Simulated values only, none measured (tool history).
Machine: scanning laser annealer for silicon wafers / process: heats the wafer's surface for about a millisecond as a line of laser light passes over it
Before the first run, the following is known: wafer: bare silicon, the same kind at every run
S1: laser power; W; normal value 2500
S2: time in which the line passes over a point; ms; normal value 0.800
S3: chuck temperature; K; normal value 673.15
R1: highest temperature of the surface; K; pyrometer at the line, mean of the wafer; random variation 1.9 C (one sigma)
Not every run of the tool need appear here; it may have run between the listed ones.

run 1 day=0.000 | S1=2500 S2=0.800 S3=673.15 | R1=1427.15
run 2 day=3.783 | S1=2396 S2=0.800 S3=673.15 | R1=1394.15
run 3 day=6.933 | S1=2396 S2=0.800 S3=673.15 | R1=1395.15
run 4 day=10.283 | S1=2500 S2=0.800 S3=673.15 | R1=1428.15
run 5 day=12.229 | S1=2500 S2=0.800 S3=673.15 | R1=1426.15
run 6 day=14.058 | S1=2500 S2=0.800 S3=673.15 | R1=1428.15
run 7 day=17.308 | S1=2500 S2=0.800 S3=673.15 | R1=1430.15
-- day=18.692 optics aligned, line set to its width
run 8 day=20.892 | S1=2500 S2=0.661 S3=673.15 | R1=1367.15
run 9 day=23.650 | S1=2500 S2=0.800 S3=673.15 | R1=1426.15
-- day=25.721 window over the wafer cleaned
run 10 day=26.117 | S1=2500 S2=0.800 S3=673.15 | R1=1431.15
run 11 day=30.138 | S1=2500 S2=0.800 S3=673.15 | R1=1430.15
run 12 day=33.104 | S1=2500 S2=0.800 S3=673.15 | R1=1426.15
run 13 day=36.667 | S1=2500 S2=0.800 S3=673.15 | R1=1428.15
run 14 day=40.704 | S1=2500 S2=0.800 S3=673.15 | R1=1428.15
run 15 day=42.838 | S1=2500 S2=0.800 S3=673.15 | R1=1429.15
run 16 day=46.912 | S1=2500 S2=0.800 S3=673.15 | R1=1428.15
run 17 day=49.379 | S1=2500 S2=0.800 S3=673.15 | R1=1428.15
run 18 day=53.038 | S1=2500 S2=0.800 S3=673.15 | R1=1426.15
run 19 day=55.767 | S1=2500 S2=0.800 S3=673.15 | R1=1431.15
run 20 day=58.825 | S1=2500 S2=0.800 S3=673.15 | R1=1431.15
run 21 day=60.917 | S1=2500 S2=0.800 S3=673.15 | R1=1425.15
run 22 day=63.229 | S1=2386 S2=0.639 S3=683.15 | R1=1334.15
run 23 day=66.183 | S1=2334 S2=0.655 S3=683.15 | R1=1325.15
run 24 day=68.267 | S1=2500 S2=0.900 S3=639.15 | R1=1433.15
run 25 day=70.067 | S1=2500 S2=0.800 S3=653.15 | R1=1406.15
run 26 day=73.000 | S1=2500 S2=0.847 S3=670.15 | R1=1446.15
run 27 day=75.558 | S1=2725 S2=0.636 S3=660.15 | R1=1408.15
run 28 day=77.542 | S1=2630 S2=0.920 S3=651.15 | R1=1497.15
run 29 day=80.400 | S1=2630 S2=0.599 S3=651.15 | R1=1346.15
run 30 day=82.612 | S1=2630 S2=0.599 S3=651.15 | R1=1351.15
run 31 day=86.458 | S1=2630 S2=0.723 S3=712.15 | R1=1470.15
run 32 day=88.550 | S1=2681 S2=0.723 S3=712.15 | R1=1489.15
run 33 day=91.504 | S1=2560 S2=0.963 S3=635.15 | R1=1479.15
-- day=92.708 window over the wafer cleaned
run 34 day=93.754 | S1=2500 S2=0.863 S3=673.15 | R1=1456.15
run 35 day=96.825 | S1=2500 S2=0.798 S3=695.15 | R1=1450.15
run 36 day=100.288 | S1=2500 S2=0.798 S3=695.15 | R1=1452.15
run 37 day=102.196 | S1=2319 S2=0.800 S3=673.15 | R1=1372.15
run 38 day=105.054 | S1=2391 S2=0.646 S3=693.15 | R1=1348.15
run 39 day=108.871 | S1=2261 S2=0.561 S3=678.15 | R1=1255.15

Below are 4 alternative next runs, each starting from the tool's condition after run 39. Predict each:
run A day=111.692 | S1=2378 S2=0.797 S3=653.15 | R1=?
run B day=111.692 | S1=2635 S2=0.561 S3=650.15 | R1=?
run C day=111.692 | S1=2681 S2=0.646 S3=639.15 | R1=?
run D day=111.692 | S1=2546 S2=0.751 S3=703.15 | R1=?

run=A R1=1369.15
run=B R1=1330.15
run=C R1=1378.15
run=D R1=1452.15
Without the tool's hidden state the same runs would have given:
run=A R1=1369.15
run=B R1=1330.15
run=C R1=1378.15
run=D R1=1453.15

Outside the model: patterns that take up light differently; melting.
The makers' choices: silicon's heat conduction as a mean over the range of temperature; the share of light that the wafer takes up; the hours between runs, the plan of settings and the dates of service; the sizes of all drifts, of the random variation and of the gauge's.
